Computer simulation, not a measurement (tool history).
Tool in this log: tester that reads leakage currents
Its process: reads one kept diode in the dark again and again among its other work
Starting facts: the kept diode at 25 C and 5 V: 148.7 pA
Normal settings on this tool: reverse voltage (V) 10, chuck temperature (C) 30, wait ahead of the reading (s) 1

run,hour,reverse voltage (V),chuck temperature (C),wait ahead of the reading (s),current that the tester gives (pA)
1,0,10,30,1,311.45
# hour 64: probe card cleaned and baked
2,67.2,10,30,1,311.51
3,117.3,10,30,1,312.86
4,218.4,10,30,3.84,310.76
5,324,10,30,1,310.9
6,410.8,10,30,1.68,308.86
7,485.7,2,30,0.81,142.23
8,595.9,2,30,0.81,141.9
9,700.2,1.6,34,1.03,172.29
10,762.1,1.6,34,1.03,171.03
11,814.3,1.6,34,1.03,171.54

What if the next run were any one of these 4? Each begins from the tool's condition after run 11:
A,912.8,5.2,30,1,?
B,912.8,1.3,34,0.53,?
C,912.8,2.4,27,0.59,?
D,912.8,10,30,0.66,?

run,current that the tester gives (pA)
A,225.25
B,156.21
C,122.97
D,312.97
The same runs, with their run-to-run variation unchanged, on a tool lacking any hidden condition would have given:
run,current that the tester gives (pA)
A,225.53
B,156.41
C,123.13
D,313.34
